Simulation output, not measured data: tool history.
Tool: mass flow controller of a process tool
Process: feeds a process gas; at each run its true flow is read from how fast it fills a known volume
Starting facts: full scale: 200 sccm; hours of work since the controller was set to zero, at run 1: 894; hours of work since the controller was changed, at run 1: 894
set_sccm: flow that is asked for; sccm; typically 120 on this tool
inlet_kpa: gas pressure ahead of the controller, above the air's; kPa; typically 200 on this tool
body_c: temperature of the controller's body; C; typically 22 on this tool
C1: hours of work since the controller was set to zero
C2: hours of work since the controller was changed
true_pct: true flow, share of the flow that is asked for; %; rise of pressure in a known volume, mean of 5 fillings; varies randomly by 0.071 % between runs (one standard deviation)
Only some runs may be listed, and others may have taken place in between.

Run 1, hour 0: usual settings; C1 894; C2 894. Result: true_pct 99.28 %.
Run 2, hour 200.3: usual settings but inlet_kpa 171 kPa; C1 1006; C2 1006. Result: true_pct 99.39 %.
Run 3, hour 382.1: usual settings but inlet_kpa 171 kPa; C1 1107; C2 1107. Result: true_pct 99.43 %.
Run 4, hour 581: usual settings but inlet_kpa 171 kPa; C1 1218; C2 1218. Result: true_pct 99.47 %.
Run 5, hour 779.7: usual settings but inlet_kpa 171 kPa; C1 1329; C2 1329. Result: true_pct 99.49 %.
Run 6, hour 1005: usual settings but inlet_kpa 171 kPa; C1 1455; C2 1455. Result: true_pct 99.25 %.
Run 7, hour 1215.2: usual settings but inlet_kpa 171 kPa; C1 1573; C2 1573. Result: true_pct 99.34 %.
Run 8, hour 1360.9: usual settings but inlet_kpa 171 kPa, body_c 27 C; C1 1654; C2 1654. Result: true_pct 98.6 %.
Run 9, hour 1498.3: usual settings but inlet_kpa 171 kPa, body_c 27 C; C1 1731; C2 1731. Result: true_pct 98.71 %.
Run 10, hour 1703.3: usual settings but inlet_kpa 171 kPa, body_c 27 C; C1 1845; C2 1845. Result: true_pct 98.57 %.
Run 11, hour 1870: usual settings but inlet_kpa 189 kPa, body_c 27 C; C1 1939; C2 1939. Result: true_pct 98.49 %.
Run 12, hour 2052.2: usual settings but inlet_kpa 189 kPa, body_c 27 C; C1 2040; C2 2040. Result: true_pct 98.51 %.
Run 13, hour 2247.9: usual settings; C1 2150; C2 2150. Result: true_pct 98.96 %.
Run 14, hour 2360.4: usual settings; C1 2213; C2 2213. Result: true_pct 98.91 %.
Run 15, hour 2563: usual settings but inlet_kpa 154 kPa; C1 2326; C2 2326. Result: true_pct 99.13 %.
Run 16, hour 2726.5: usual settings but inlet_kpa 154 kPa; C1 2417; C2 2417. Result: true_pct 99.11 %.
Run 17, hour 2939.6: usual settings but set_sccm 43 sccm, inlet_kpa 154 kPa; C1 2536; C2 2536. Result: true_pct 96.54 %.
Run 18, hour 3076.2: usual settings but set_sccm 43 sccm, inlet_kpa 154 kPa; C1 2613; C2 2613. Result: true_pct 96.49 %.
Run 19, hour 3298.1: usual settings but set_sccm 43 sccm, inlet_kpa 154 kPa; C1 2737; C2 2737. Result: true_pct 96.18 %.
Run 20, hour 3444.4: usual settings but set_sccm 43 sccm, inlet_kpa 154 kPa; C1 2818; C2 2818. Result: true_pct 96.26 %.
At hour 3462.6: controller's zero set anew.
Run 21, hour 3562.2: usual settings but set_sccm 43 sccm, inlet_kpa 154 kPa; C1 56; C2 2884. Result: true_pct 94.23 %.
Run 22, hour 3733.2: usual settings but set_sccm 43 sccm, inlet_kpa 154 kPa; C1 151; C2 2979. Result: true_pct 94.05 %.
Run 23, hour 3872.4: usual settings but set_sccm 43 sccm, inlet_kpa 154 kPa; C1 229; C2 3057. Result: true_pct 94.01 %.
Run 24, hour 3985.4: usual settings but set_sccm 22 sccm, inlet_kpa 187 kPa; C1 292; C2 3120. Result: true_pct 88.29 %.
Run 25, hour 4215.6: usual settings but set_sccm 162 sccm, inlet_kpa 213 kPa, body_c 28 C; C1 421; C2 3249. Result: true_pct 98.12 %.
At hour 4406.1: controller's zero set anew, once more.
Run 26, hour 4417: usual settings but set_sccm 23 sccm, inlet_kpa 187 kPa, body_c 28 C; C1 6; C2 3361. Result: true_pct 98.2 %.
Run 27, hour 4567.7: usual settings but set_sccm 36 sccm; C1 90; C2 3445. Result: true_pct 98.95 %.
Run 28, hour 4791.8: usual settings but set_sccm 29 sccm; C1 216; C2 3571. Result: true_pct 98.63 %.
Run 29, hour 5008.2: usual settings but set_sccm 29 sccm; C1 336; C2 3692. Result: true_pct 98.3 %.
Run 30, hour 5195.3: usual settings but set_sccm 29 sccm; C1 441; C2 3796. Result: true_pct 98.29 %.
Run 31, hour 5424.6: usual settings but set_sccm 29 sccm; C1 569; C2 3924. Result: true_pct 98.13 %.
Run 32, hour 5636.2: usual settings but set_sccm 148 sccm, inlet_kpa 153 kPa, body_c 35 C; C1 687; C2 4043. Result: true_pct 99.08 %.
Run 33, hour 5738.6: usual settings but set_sccm 148 sccm, inlet_kpa 153 kPa, body_c 35 C; C1 745; C2 4100. Result: true_pct 99.01 %.
Run 34, hour 5852.7: usual settings but set_sccm 70 sccm, inlet_kpa 175 kPa, body_c 21 C; C1 808; C2 4163. Result: true_pct 99.29 %.
Run 35, hour 6024.7: usual settings but set_sccm 50 sccm, inlet_kpa 268 kPa, body_c 23 C; C1 904; C2 4260. Result: true_pct 97.68 %.
Run 36, hour 6216: usual settings but set_sccm 69 sccm, body_c 32 C; C1 1011; C2 4367. Result: true_pct 97.66 %.
Run 37, hour 6329.3: usual settings but set_sccm 20 sccm, body_c 37 C; C1 1075; C2 4430. Result: true_pct 94.88 %.
Run 38, hour 6493.6: usual settings but set_sccm 45 sccm, inlet_kpa 248 kPa, body_c 40 C; C1 1166; C2 4522. Result: true_pct 95.63 %.
Run 39, hour 6706.1: usual settings but set_sccm 29 sccm, inlet_kpa 205 kPa; C1 1285; C2 4640. Result: true_pct 97 %.
Run 40, hour 6834.2: usual settings but set_sccm 29 sccm, inlet_kpa 199 kPa, body_c 35 C; C1 1357; C2 4712. Result: true_pct 95.39 %.
Run 41, hour 7014.4: usual settings but inlet_kpa 173 kPa; C1 1457; C2 4813. Result: true_pct 99.84 %.
Run 42, hour 7239.3: usual settings but set_sccm 31 sccm, body_c 32 C; C1 1583; C2 4938. Result: true_pct 95.64 %.
Run 43, hour 7375.1: usual settings but set_sccm 102 sccm, inlet_kpa 177 kPa, body_c 23 C; C1 1659; C2 5014. Result: true_pct 99.25 %.
Run 44, hour 7530: usual settings but set_sccm 96 sccm, inlet_kpa 201 kPa, body_c 21 C; C1 1746; C2 5101. Result: true_pct 99.1 %.
Run 45, hour 7693.3: usual settings but set_sccm 154 sccm, inlet_kpa 190 kPa, body_c 25 C; C1 1837; C2 5192. Result: true_pct 99.71 %.
Run 46, hour 7860.1: usual settings but set_sccm 154 sccm, inlet_kpa 190 kPa, body_c 25 C; C1 1930; C2 5285. Result: true_pct 99.72 %.

Below, some changes in true_pct between adjacent runs. For each, the amount present without the hidden state too (settings, incoming material, random variation) and the amount remaining for the hidden state with gauge scatter not shared by both compared results:
Hidden state present: flow at rest that the sensor doesn't see, % of full scale; true flow over the shown one, %; drift of the gauge itself on true_pct, %.
Run 20 -> 21: controller's zero set anew. true_pct -2.03 %: hidden state -2.02, all else -0.01.
Run 23 -> 24: set_sccm 43 -> 22, inlet_kpa 154 -> 187. true_pct -5.72 %: hidden state -5.28, all else -0.44.
Run 24 -> 25: set_sccm 22 -> 162, inlet_kpa 187 -> 213, body_c 22 -> 28. true_pct +9.83 %: hidden state +9.2, all else +0.63.
Run 40 -> 41: set_sccm 29 -> 120, inlet_kpa 199 -> 173, body_c 35 -> 22. true_pct +4.45 %: hidden state +1.63, all else +2.82.
